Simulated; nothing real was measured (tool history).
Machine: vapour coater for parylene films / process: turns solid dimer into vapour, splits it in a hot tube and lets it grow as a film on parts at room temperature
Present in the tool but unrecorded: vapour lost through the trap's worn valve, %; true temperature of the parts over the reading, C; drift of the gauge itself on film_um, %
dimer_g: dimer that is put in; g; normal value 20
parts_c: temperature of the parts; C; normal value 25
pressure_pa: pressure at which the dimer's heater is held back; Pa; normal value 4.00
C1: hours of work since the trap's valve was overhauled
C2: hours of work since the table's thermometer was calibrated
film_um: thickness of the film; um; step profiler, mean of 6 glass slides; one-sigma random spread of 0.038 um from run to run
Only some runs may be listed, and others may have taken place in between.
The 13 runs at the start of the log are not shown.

run 14 day=18.358 | dimer_g=15 parts_c=25 pressure_pa=4.00 | C1=90 C2=510 | film_um=3.03
run 15 day=19.546 | dimer_g=15 parts_c=25 pressure_pa=4.00 | C1=107 C2=527 | film_um=2.98
run 16 day=21.050 | dimer_g=15 parts_c=25 pressure_pa=4.00 | C1=129 C2=549 | film_um=3.03
run 17 day=22.475 | dimer_g=20 parts_c=19 pressure_pa=2.67 | C1=150 C2=570 | film_um=5.20
run 18 day=23.962 | dimer_g=20 parts_c=19 pressure_pa=2.67 | C1=172 C2=592 | film_um=5.22
run 19 day=24.858 | dimer_g=9 parts_c=19 pressure_pa=8.21 | C1=185 C2=605 | film_um=2.10
run 20 day=26.488 | dimer_g=27 parts_c=25 pressure_pa=4.00 | C1=209 C2=629 | film_um=5.39
run 21 day=28.075 | dimer_g=27 parts_c=25 pressure_pa=4.00 | C1=232 C2=652 | film_um=5.43
run 22 day=29.775 | dimer_g=27 parts_c=25 pressure_pa=4.00 | C1=257 C2=677 | film_um=5.39
run 23 day=31.383 | dimer_g=26 parts_c=20 pressure_pa=9.79 | C1=280 C2=700 | film_um=5.52
run 24 day=32.271 | dimer_g=11 parts_c=34 pressure_pa=11.93 | C1=293 C2=713 | film_um=1.42
run 25 day=33.908 | dimer_g=11 parts_c=34 pressure_pa=11.93 | C1=317 C2=737 | film_um=1.37
run 26 day=35.700 | dimer_g=11 parts_c=34 pressure_pa=11.93 | C1=344 C2=764 | film_um=1.39
run 27 day=37.396 | dimer_g=11 parts_c=34 pressure_pa=4.70 | C1=368 C2=789 | film_um=1.56
run 28 day=39.142 | dimer_g=11 parts_c=34 pressure_pa=4.70 | C1=394 C2=814 | film_um=1.57
run 29 day=40.025 | dimer_g=36 parts_c=28 pressure_pa=3.27 | C1=407 C2=827 | film_um=6.74
run 30 day=41.275 | dimer_g=11 parts_c=28 pressure_pa=3.27 | C1=425 C2=845 | film_um=2.07
run 31 day=42.200 | dimer_g=23 parts_c=19 pressure_pa=2.75 | C1=439 C2=859 | film_um=6.00

3 ways to go on from here, each from the tool as it stands after run 31. What would each give?
run A day=43.967 | dimer_g=31 parts_c=35 pressure_pa=2.75 | C1=465 C2=885 | film_um=?
run B day=43.967 | dimer_g=23 parts_c=19 pressure_pa=2.72 | C1=465 C2=885 | film_um=?
run C day=43.967 | dimer_g=20 parts_c=20 pressure_pa=3.15 | C1=465 C2=885 | film_um=?

run=A film_um=4.53
run=B film_um=5.92
run=C film_um=4.91
The same runs, with their run-to-run variation unchanged, on a tool lacking any hidden condition would have given:
run=A film_um=4.57
run=B film_um=5.97
run=C film_um=4.95
